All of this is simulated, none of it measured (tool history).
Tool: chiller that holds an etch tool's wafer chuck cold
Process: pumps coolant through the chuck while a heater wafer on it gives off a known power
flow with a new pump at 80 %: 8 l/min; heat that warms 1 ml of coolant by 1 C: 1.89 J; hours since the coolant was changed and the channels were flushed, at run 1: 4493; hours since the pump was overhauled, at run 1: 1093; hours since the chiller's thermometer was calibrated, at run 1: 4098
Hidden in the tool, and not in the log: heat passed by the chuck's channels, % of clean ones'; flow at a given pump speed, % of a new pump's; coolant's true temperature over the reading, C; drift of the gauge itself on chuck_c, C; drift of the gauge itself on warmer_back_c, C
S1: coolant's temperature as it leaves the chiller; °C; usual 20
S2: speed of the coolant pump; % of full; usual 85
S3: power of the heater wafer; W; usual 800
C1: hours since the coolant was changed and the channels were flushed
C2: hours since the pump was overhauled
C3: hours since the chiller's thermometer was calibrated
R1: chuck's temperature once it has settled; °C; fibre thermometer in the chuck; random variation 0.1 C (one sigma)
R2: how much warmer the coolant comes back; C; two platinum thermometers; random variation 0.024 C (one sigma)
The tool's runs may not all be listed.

run 1 hour=0 | S1=20 S2=85 S3=800 | C1=4493 C2=1093 C3=4098 | R1=29.6 R2=3.01
run 2 hour=86.8 | S1=20 S2=85 S3=1060 | C1=4580 C2=1180 C3=4185 | R1=32.6 R2=4.01
-- hour=128.4 coolant changed, channels flushed
run 3 hour=147 | S1=20 S2=85 S3=1060 | C1=19 C2=1234 C3=4239 | R1=31.6 R2=4.03
run 4 hour=221.4 | S1=20 S2=85 S3=1060 | C1=93 C2=1308 C3=4313 | R1=31.9 R2=4.03
run 5 hour=293.8 | S1=20 S2=85 S3=1060 | C1=165 C2=1381 C3=4386 | R1=31.7 R2=4.04
run 6 hour=333.1 | S1=20 S2=85 S3=469 | C1=205 C2=1420 C3=4425 | R1=25.7 R2=1.81
run 7 hour=402.9 | S1=20 S2=85 S3=469 | C1=275 C2=1490 C3=4495 | R1=25.7 R2=1.77
run 8 hour=456.7 | S1=20 S2=85 S3=800 | C1=328 C2=1543 C3=4549 | R1=29.2 R2=3.04
run 9 hour=505.2 | S1=20 S2=85 S3=800 | C1=377 C2=1592 C3=4597 | R1=29.3 R2=3.12
run 10 hour=595.2 | S1=20 S2=85 S3=800 | C1=467 C2=1682 C3=4687 | R1=29.3 R2=3.07
run 11 hour=672.4 | S1=20 S2=85 S3=851 | C1=544 C2=1759 C3=4764 | R1=30 R2=3.27
run 12 hour=725.4 | S1=20 S2=85 S3=851 | C1=597 C2=1812 C3=4817 | R1=29.9 R2=3.26
-- hour=734.3 coolant pump overhauled
run 13 hour=788 | S1=20 S2=70 S3=800 | C1=655 C2=54 C3=4875 | R1=31.3 R2=3.86
run 14 hour=849 | S1=20 S2=70 S3=800 | C1=716 C2=115 C3=4936 | R1=31.4 R2=3.88
-- hour=880 chiller's thermometer calibrated
run 15 hour=931.1 | S1=20 S2=70 S3=954 | C1=797 C2=196 C3=51 | R1=31.9 R2=4.63
run 16 hour=995.8 | S1=20 S2=85 S3=800 | C1=861 C2=261 C3=116 | R1=28.5 R2=3.13
run 17 hour=1077.4 | S1=20 S2=85 S3=800 | C1=943 C2=342 C3=197 | R1=28.5 R2=3.15
-- hour=1110.6 coolant pump overhauled, once more
run 18 hour=1165.7 | S1=18 S2=78 S3=420 | C1=1026 C2=55 C3=281 | R1=22.7 R2=1.72
run 19 hour=1232.4 | S1=14 S2=81 S3=860 | C1=1093 C2=122 C3=347 | R1=23.1 R2=3.36
run 20 hour=1304.5 | S1=14 S2=81 S3=860 | C1=1165 C2=194 C3=419 | R1=23.3 R2=3.4
run 21 hour=1383.1 | S1=12 S2=85 S3=800 | C1=1244 C2=272 C3=498 | R1=20.2 R2=2.99
run 22 hour=1459.3 | S1=12 S2=85 S3=800 | C1=1320 C2=349 C3=574 | R1=20.3 R2=2.97
run 23 hour=1515.8 | S1=12 S2=85 S3=800 | C1=1376 C2=405 C3=631 | R1=20.4 R2=2.99
run 24 hour=1563.6 | S1=15 S2=79 S3=800 | C1=1424 C2=453 C3=679 | R1=24 R2=3.24
run 25 hour=1608.8 | S1=13 S2=80 S3=800 | C1=1469 C2=498 C3=724 | R1=21.8 R2=3.23
run 26 hour=1678.8 | S1=13 S2=80 S3=800 | C1=1539 C2=568 C3=794 | R1=21.9 R2=3.23
run 27 hour=1717.2 | S1=13 S2=80 S3=800 | C1=1578 C2=607 C3=832 | R1=21.8 R2=3.21
run 28 hour=1796 | S1=26 S2=91 S3=800 | C1=1657 C2=685 C3=911 | R1=33.9 R2=2.8
run 29 hour=1845 | S1=26 S2=91 S3=800 | C1=1706 C2=734 C3=960 | R1=33.9 R2=2.79
run 30 hour=1904.8 | S1=14 S2=64 S3=901 | C1=1765 C2=794 C3=1020 | R1=26.3 R2=4.66
run 31 hour=1970.2 | S1=21 S2=85 S3=945 | C1=1831 C2=860 C3=1085 | R1=30.7 R2=3.59
run 32 hour=2009.6 | S1=29 S2=82 S3=868 | C1=1870 C2=899 C3=1125 | R1=38.6 R2=3.42

How the hidden state differs across the entries between the runs, from the last listed run before each to the first after it:
Between runs 2 and 3: coolant changed, channels flushed (hour 128.4)
  heat passed by the chuck's channels, % of clean ones': 90.3 -> 99.5; flow at a given pump speed, % of a new pump's: 97.5 -> 97.4; coolant's true temperature over the reading, C: 1.08 -> 1.09
  measured less the result without the state, R1: +2.2 -> +1.4 °C; R2: +0.1 -> +0.11 C
Between runs 12 and 13: coolant pump overhauled (hour 734.3)
  heat passed by the chuck's channels, % of clean ones': 98.3 -> 98.2; flow at a given pump speed, % of a new pump's: 96.3 -> 94.9; coolant's true temperature over the reading, C: 1.23 -> 1.24
  measured less the result without the state, R1: +1.6 -> +1.9 °C; R2: +0.12 -> +0.19 C
Between runs 14 and 15: chiller's thermometer calibrated (hour 880)
  heat passed by the chuck's channels, % of clean ones': 98.1 -> 98; flow at a given pump speed, % of a new pump's: 94.8 -> 94.7; coolant's true temperature over the reading, C: 1.26 -> 0.02
  measured less the result without the state, R1: +1.9 -> +0.7 °C; R2: +0.2 -> +0.25 C
Between runs 17 and 18: coolant pump overhauled, once more (hour 1110.6)
  heat passed by the chuck's channels, % of clean ones': 97.7 -> 97.5; flow at a given pump speed, % of a new pump's: 94.4 -> 99.5; coolant's true temperature over the reading, C: 0.05 -> 0.07
  measured less the result without the state, R1: +0.6 -> +0.2 °C; R2: +0.18 -> +0.01 C

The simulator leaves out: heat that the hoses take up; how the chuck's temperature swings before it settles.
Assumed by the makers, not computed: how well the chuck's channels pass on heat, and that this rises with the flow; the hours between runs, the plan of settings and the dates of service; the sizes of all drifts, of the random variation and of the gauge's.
